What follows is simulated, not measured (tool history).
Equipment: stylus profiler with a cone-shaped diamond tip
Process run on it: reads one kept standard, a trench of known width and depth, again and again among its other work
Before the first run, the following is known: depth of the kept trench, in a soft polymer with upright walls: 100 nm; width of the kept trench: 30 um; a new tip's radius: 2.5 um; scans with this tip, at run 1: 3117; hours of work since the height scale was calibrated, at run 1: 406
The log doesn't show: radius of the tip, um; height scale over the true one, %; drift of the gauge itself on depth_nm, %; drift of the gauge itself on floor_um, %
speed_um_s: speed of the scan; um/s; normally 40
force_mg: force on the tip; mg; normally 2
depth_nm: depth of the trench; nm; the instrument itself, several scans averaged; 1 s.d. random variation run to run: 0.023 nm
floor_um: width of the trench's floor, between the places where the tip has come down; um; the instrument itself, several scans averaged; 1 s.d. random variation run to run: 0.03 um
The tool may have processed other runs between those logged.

run	hour	speed_um_s	force_mg	scans with this tip	hours of work since the height scale was calibrated	depth_nm	floor_um
1	0	40	2	3117	406	100.61	28.36
2	106.2	40	3.79	3518	458	100.93	28.37
3	221.9	40	3.79	3955	515	100.95	28.32
4	287.3	40	2	4202	547	100.65	28.27
5	385.8	40	2	4574	596	100.71	28.22
6	450	40	2	4817	627	100.71	28.24
7	539	40	2	5153	671	100.66	28.27
8	621.5	40	2	5465	712	100.73	28.21
9	744.7	40	1.4	5930	772	100.6	28.13
10	870.1	40	2.99	6404	834	100.96	28.24
11	1003.3	40	2.99	6907	900	100.95	28.18
12	1079.1	19	1.17	7194	937	100.6	28.24
13	1139	19	1.17	7420	966	100.65	28.11
# hour 1146.4: height scale calibrated on a step standard
14	1268.8	22	2.05	7909	60	100.9	28.15
15	1374.2	28	2.06	8307	112	100.9	28.15
16	1494.3	10	1.78	8761	171	100.89	28.17
17	1549.7	10	1.78	8970	198	100.84	28.13
# hour 1614.2: height scale calibrated on a step standard, once more
18	1631.3	158	1.96	9276	8	100.58	27.76
19	1726.6	91	4.53	9637	55	100.97	28.01
20	1847.8	17	2.23	10095	115	100.61	28.15
21	1971.5	37	2.23	10562	176	100.64	27.96
22	2079.1	37	2.23	10968	229	100.65	28.02

Hidden state at the last listed run before each entry between runs and at the first one after, where it differs:
Between runs 13 and 14: height scale calibrated on a step standard (hour 1146.4)
  radius of the tip, um: 3.88 -> 3.97; height scale over the true one, %: 0.251 -> 0.309
  measured less the result without the state, depth_nm: +0.26 -> +0.31 nm; floor_um: -0.36 -> -0.38 um
Between runs 17 and 18: height scale calibrated on a step standard, once more (hour 1614.2)
  radius of the tip, um: 4.15 -> 4.2; height scale over the true one, %: 0.352 -> -0.003
  measured less the result without the state, depth_nm: +0.35 -> +0 nm; floor_um: -0.42 -> -0.42 um
